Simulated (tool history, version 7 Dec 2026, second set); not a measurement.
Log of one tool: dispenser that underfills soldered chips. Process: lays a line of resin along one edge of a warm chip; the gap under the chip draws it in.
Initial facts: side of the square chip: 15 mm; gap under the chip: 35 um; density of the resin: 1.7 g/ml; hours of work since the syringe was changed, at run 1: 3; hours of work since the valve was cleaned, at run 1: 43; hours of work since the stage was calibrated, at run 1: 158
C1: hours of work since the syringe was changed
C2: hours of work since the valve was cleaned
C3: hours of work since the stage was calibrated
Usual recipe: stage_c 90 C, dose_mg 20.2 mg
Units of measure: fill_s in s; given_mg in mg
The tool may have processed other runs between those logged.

Run 1, hour 0: usual settings; C1 3; C2 43; C3 158. Result: fill_s 781.3 s, given_mg 19.55 mg.
At hour 5.3: new syringe of resin.
At hour 14.5: new syringe of resin.
Run 2, hour 14.5: usual settings; C1 0; C2 52; C3 167. Result: fill_s 594.7 s, given_mg 19.25 mg.
At hour 23.9: new syringe of resin.
At hour 25.7: dispensing valve cleaned and set on the balance.
Run 3, hour 28.3: usual settings; C1 2; C2 2; C3 176. Result: fill_s 729.1 s, given_mg 20.15 mg.
At hour 34.9: new syringe of resin.
Run 4, hour 40.1: usual settings; C1 3; C2 9; C3 183. Result: fill_s 813.1 s, given_mg 20.01 mg.
At hour 44.6: new syringe of resin.
At hour 54.1: new syringe of resin.
Run 5, hour 54.2: usual settings; C1 0; C2 18; C3 192. Result: fill_s 609.9 s, given_mg 20.09 mg.
At hour 63.9: new syringe of resin.
Run 6, hour 65.4: usual settings; C1 1; C2 26; C3 200. Result: fill_s 663.3 s, given_mg 19.84 mg.
At hour 73.1: new syringe of resin.
Run 7, hour 73.9: usual settings; C1 1; C2 31; C3 205. Result: fill_s 612 s, given_mg 19.69 mg.
At hour 82.7: new syringe of resin.
Run 8, hour 83: usual settings but dose_mg 18 mg; C1 0; C2 37; C3 211. Result: fill_s 628.7 s, given_mg 17.39 mg.
Run 9, hour 90.3: usual settings but dose_mg 18 mg; C1 5; C2 42; C3 216. Result: fill_s 965.3 s, given_mg 17.35 mg.
At hour 92.2: new syringe of resin.
At hour 102.2: new syringe of resin.
Run 10, hour 105: usual settings but dose_mg 18 mg; C1 2; C2 51; C3 225. Result: fill_s 726.7 s, given_mg 17.32 mg.
At hour 112.4: new syringe of resin.
Run 11, hour 114.4: usual settings but dose_mg 18 mg; C1 1; C2 57; C3 231. Result: fill_s 673.3 s, given_mg 17 mg.
At hour 118.1: dispensing valve cleaned and set on the balance.
At hour 123.4: new syringe of resin.
Run 12, hour 124.8: usual settings; C1 1; C2 4; C3 237. Result: fill_s 656.7 s, given_mg 19.97 mg.
At hour 132.9: new syringe of resin.
Run 13, hour 135.8: usual settings; C1 2; C2 11; C3 244. Result: fill_s 713.2 s, given_mg 20.06 mg.
At hour 142.1: new syringe of resin.
Run 14, hour 149.7: usual settings; C1 5; C2 20; C3 254. Result: fill_s 936.6 s, given_mg 19.88 mg.
At hour 151.8: new syringe of resin.
At hour 161.8: new syringe of resin.
Run 15, hour 162.6: usual settings but stage_c 77 C; C1 1; C2 29; C3 262. Result: fill_s 1010.4 s, given_mg 19.75 mg.
At hour 171.2: new syringe of resin.
Run 16, hour 176.5: usual settings but dose_mg 24.9 mg; C1 4; C2 38; C3 271. Result: fill_s 807.3 s, given_mg 24.16 mg.
At hour 180.9: new syringe of resin.
Run 17, hour 185: usual settings but dose_mg 26.1 mg; C1 3; C2 43; C3 276. Result: fill_s 734.9 s, given_mg 25.03 mg.
At hour 190.8: new syringe of resin.
Run 18, hour 191.7: usual settings but stage_c 104 C, dose_mg 18.9 mg; C1 1; C2 47; C3 280. Result: fill_s 393.1 s, given_mg 18.21 mg.
At hour 200.5: new syringe of resin.
Run 19, hour 200.5: usual settings but stage_c 77 C, dose_mg 17.3 mg; C1 0; C2 53; C3 286. Result: fill_s 1031.2 s, given_mg 16.55 mg.
Run 20, hour 207.3: usual settings but stage_c 77 C, dose_mg 17.3 mg; C1 4; C2 58; C3 291. Result: fill_s 1508.8 s, given_mg 16.33 mg.
At hour 210.2: new syringe of resin.
At hour 211.2: dispensing valve cleaned and set on the balance.
At hour 221.2: new syringe of resin.
Run 21, hour 221.2: usual settings but dose_mg 23.7 mg; C1 0; C2 6; C3 299. Result: fill_s 578.3 s, given_mg 23.5 mg.
At hour 231.1: new syringe of resin.
Run 22, hour 234.2: usual settings but dose_mg 18.3 mg; C1 2; C2 15; C3 307. Result: fill_s 723.9 s, given_mg 18.05 mg.
At hour 240.5: new syringe of resin.
Run 23, hour 246.3: usual settings but stage_c 76 C, dose_mg 20 mg; C1 4; C2 23; C3 315. Result: fill_s 1404.5 s, given_mg 19.49 mg.
At hour 250.4: new syringe of resin.
Run 24, hour 256.1: usual settings but stage_c 105 C, dose_mg 20.9 mg; C1 4; C2 29; C3 321. Result: fill_s 492.6 s, given_mg 20.23 mg.
At hour 260.7: new syringe of resin.
Run 25, hour 265.5: usual settings but stage_c 105 C, dose_mg 20.9 mg; C1 3; C2 35; C3 327. Result: fill_s 476.9 s, given_mg 20.16 mg.
At hour 270.2: new syringe of resin.
Run 26, hour 272.5: usual settings but stage_c 80 C, dose_mg 23.6 mg; C1 1; C2 40; C3 332. Result: fill_s 939.4 s, given_mg 22.61 mg.
At hour 280.2: new syringe of resin.
Run 27, hour 286: usual settings but stage_c 101 C, dose_mg 24 mg; C1 4; C2 48; C3 341. Result: fill_s 551.7 s, given_mg 22.93 mg.
At hour 290.1: new syringe of resin.
At hour 300.1: new syringe of resin.
Run 28, hour 301: usual settings but stage_c 88 C, dose_mg 18.1 mg; C1 1; C2 58; C3 350. Result: fill_s 683.6 s, given_mg 17.09 mg.
At hour 304.1: dispensing valve cleaned and set on the balance.
At hour 311.1: new syringe of resin.
Run 29, hour 315.6: usual settings but stage_c 76 C, dose_mg 21.1 mg; C1 3; C2 7; C3 359. Result: fill_s 1301.5 s, given_mg 20.97 mg.
At hour 320.5: new syringe of resin.
Run 30, hour 324.6: usual settings but stage_c 88 C, dose_mg 23.2 mg; C1 3; C2 13; C3 365. Result: fill_s 791.2 s, given_mg 22.91 mg.
At hour 330.1: new syringe of resin.
Run 31, hour 331.5: usual settings but stage_c 82 C, dose_mg 17.3 mg; C1 1; C2 18; C3 369. Result: fill_s 888.9 s, given_mg 16.97 mg.
At hour 339.8: new syringe of resin.
Run 32, hour 342.5: usual settings but stage_c 82 C, dose_mg 17.3 mg; C1 2; C2 25; C3 376. Result: fill_s 965 s, given_mg 16.95 mg.
At hour 349.6: new syringe of resin.
Run 33, hour 351.4: usual settings but stage_c 88 C, dose_mg 18.7 mg; C1 1; C2 30; C3 382. Result: fill_s 732.3 s, given_mg 18.09 mg.

Selected run-to-run steps in fill_s, each split into two signed amounts: the part the tool would show with no hidden state at all (from settings, incoming material and random variation), and the remainder, which goes to the hidden state together with any gauge scatter not common to the measured and the hidden-state-free results:
The hidden state here: resin's viscosity, % of fresh resin's; dose that the valve gives, % of what is set; true chip temperature over the reading, C; drift of the gauge itself on fill_s, %; drift of the gauge itself on given_mg, %.
Run 8 -> 9: nothing adjusted, nothing logged. fill_s +336.6 s: hidden state +340.3, all else -3.7.
Run 19 -> 20: nothing adjusted, nothing logged. fill_s +477.6 s: hidden state +497.7, all else -20.1.
Run 20 -> 21: stage_c 77 -> 90, dose_mg 17.3 -> 23.7, new syringe of resin, dispensing valve cleaned and set on the balance, new syringe of resin. fill_s -930.5 s: hidden state -515.5, all else -415.
Run 22 -> 23: stage_c 90 -> 76, dose_mg 18.3 -> 20, new syringe of resin. fill_s +680.6 s: hidden state +272.9, all else +407.7.
Run 23 -> 24: stage_c 76 -> 105, dose_mg 20 -> 20.9, new syringe of resin. fill_s -911.9 s: hidden state -230.6, all else -681.3.
